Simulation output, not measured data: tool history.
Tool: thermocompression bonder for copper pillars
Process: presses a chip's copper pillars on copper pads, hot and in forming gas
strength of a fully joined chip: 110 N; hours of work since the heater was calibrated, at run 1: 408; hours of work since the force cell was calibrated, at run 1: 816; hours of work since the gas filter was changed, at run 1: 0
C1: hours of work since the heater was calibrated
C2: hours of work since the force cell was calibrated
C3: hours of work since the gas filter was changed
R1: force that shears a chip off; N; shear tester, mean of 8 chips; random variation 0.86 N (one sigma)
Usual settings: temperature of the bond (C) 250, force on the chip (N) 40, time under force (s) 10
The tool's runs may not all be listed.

Run 1, hour 0.0: usual settings; C1 408; C2 816; C3 0. Result: R1 69.6 N.
Run 2, hour 12.6: usual settings; C1 418; C2 826; C3 10. Result: R1 70.5 N.
Run 3, hour 30.3: usual settings but force on the chip (N) 27; C1 432; C2 840; C3 24. Result: R1 60.0 N.
Run 4, hour 42.6: usual settings; C1 442; C2 850; C3 34. Result: R1 69.6 N.
Run 5, hour 56.6: usual settings; C1 453; C2 861; C3 45. Result: R1 68.7 N.
Run 6, hour 75.7: usual settings; C1 468; C2 876; C3 60. Result: R1 67.9 N.
Run 7, hour 103.1: usual settings; C1 490; C2 898; C3 82. Result: R1 66.0 N.
Run 8, hour 126.3: usual settings; C1 509; C2 917; C3 101. Result: R1 66.0 N.
At hour 137.1: forming gas filter changed.
Run 9, hour 155.3: usual settings; C1 531; C2 940; C3 15. Result: R1 68.6 N.
Run 10, hour 173.6: usual settings; C1 546; C2 954; C3 29. Result: R1 68.3 N.
Run 11, hour 189.4: usual settings; C1 559; C2 967; C3 42. Result: R1 68.5 N.
Run 12, hour 213.7: usual settings; C1 578; C2 986; C3 61. Result: R1 66.8 N.
Run 13, hour 238.3: usual settings but time under force (s) 16; C1 598; C2 1006; C3 81. Result: R1 74.3 N.
Run 14, hour 266.5: usual settings but time under force (s) 16; C1 620; C2 1028; C3 103. Result: R1 76.3 N.
At hour 272.4: forming gas filter changed.
Run 15, hour 287.6: usual settings but temperature of the bond (C) 254; C1 637; C2 1045; C3 12. Result: R1 73.6 N.
Run 16, hour 312.6: usual settings but temperature of the bond (C) 254; C1 657; C2 1065; C3 32. Result: R1 71.4 N.
Run 17, hour 330.4: usual settings but temperature of the bond (C) 254; C1 671; C2 1079; C3 46. Result: R1 69.5 N.
Run 18, hour 351.1: usual settings but temperature of the bond (C) 254; C1 687; C2 1096; C3 63. Result: R1 70.4 N.
Run 19, hour 377.2: usual settings but force on the chip (N) 33; C1 708; C2 1117; C3 84. Result: R1 60.0 N.
At hour 384.2: force cell calibrated.
Run 20, hour 405.7: usual settings but temperature of the bond (C) 225, force on the chip (N) 26; C1 730; C2 17; C3 105. Result: R1 35.4 N.
At hour 409.1: forming gas filter changed.
Run 21, hour 431.0: usual settings but temperature of the bond (C) 225, force on the chip (N) 26; C1 750; C2 37; C3 17. Result: R1 39.5 N.
Run 22, hour 451.9: usual settings but temperature of the bond (C) 225, force on the chip (N) 26; C1 766; C2 54; C3 34. Result: R1 39.0 N.
Run 23, hour 472.0: usual settings but temperature of the bond (C) 225, force on the chip (N) 26; C1 782; C2 70; C3 50. Result: R1 38.0 N.
Run 24, hour 493.4: usual settings but temperature of the bond (C) 220, force on the chip (N) 45, time under force (s) 7; C1 800; C2 87; C3 67. Result: R1 38.9 N.
Run 25, hour 519.9: usual settings but temperature of the bond (C) 220, force on the chip (N) 45, time under force (s) 7; C1 821; C2 108; C3 89. Result: R1 38.2 N.
Run 26, hour 540.0: usual settings but temperature of the bond (C) 245, force on the chip (N) 41, time under force (s) 17; C1 837; C2 124; C3 105. Result: R1 70.3 N.
At hour 544.5: forming gas filter changed.
Run 27, hour 561.4: usual settings but temperature of the bond (C) 268, force on the chip (N) 29, time under force (s) 9; C1 853; C2 141; C3 13. Result: R1 71.7 N.
Run 28, hour 580.6: usual settings but temperature of the bond (C) 268, force on the chip (N) 47, time under force (s) 24; C1 869; C2 156; C3 29. Result: R1 99.8 N.
Run 29, hour 592.9: usual settings but temperature of the bond (C) 268, force on the chip (N) 47, time under force (s) 24; C1 879; C2 166; C3 39. Result: R1 95.6 N.
Run 30, hour 615.9: usual settings but temperature of the bond (C) 236, force on the chip (N) 46, time under force (s) 22; C1 897; C2 184; C3 57. Result: R1 71.8 N.
Run 31, hour 629.5: usual settings but temperature of the bond (C) 236, force on the chip (N) 46, time under force (s) 22; C1 908; C2 195; C3 68. Result: R1 72.5 N.
Run 32, hour 647.8: usual settings but force on the chip (N) 35, time under force (s) 9; C1 923; C2 210; C3 83. Result: R1 59.0 N.
Run 33, hour 667.9: usual settings but force on the chip (N) 35, time under force (s) 9; C1 939; C2 226; C3 99. Result: R1 58.4 N.
At hour 681.0: forming gas filter changed.
Run 34, hour 693.5: usual settings but temperature of the bond (C) 276; C1 959; C2 246; C3 10. Result: R1 87.3 N.
Run 35, hour 714.8: usual settings but temperature of the bond (C) 276; C1 976; C2 263; C3 27. Result: R1 85.4 N.
Run 36, hour 740.8: usual settings but temperature of the bond (C) 272, force on the chip (N) 56; C1 997; C2 284; C3 48. Result: R1 88.2 N.
Run 37, hour 753.8: usual settings but temperature of the bond (C) 272, force on the chip (N) 44; C1 1007; C2 294; C3 58. Result: R1 84.7 N.
Run 38, hour 774.5: usual settings but temperature of the bond (C) 248; C1 1023; C2 311; C3 75. Result: R1 63.8 N.

3 ways to go on from here, each from the tool as it stands after run 38. What would each give?
Run A, hour 786.1: usual settings but temperature of the bond (C) 270, force on the chip (N) 33, time under force (s) 11; C1 1033; C2 320; C3 84. Result: R1 ?.
Run B, hour 786.1: usual settings but temperature of the bond (C) 235, force on the chip (N) 32, time under force (s) 15; C1 1033; C2 320; C3 84. Result: R1 ?.
Run C, hour 786.1: usual settings but temperature of the bond (C) 248, time under force (s) 17; C1 1033; C2 320; C3 84. Result: R1 ?.

run    R1
  A  76.1
  B  54.1
  C  73.4
Without the tool's hidden state the same runs would have given:
run    R1
  A  82.3
  B  59.5
  C  79.7
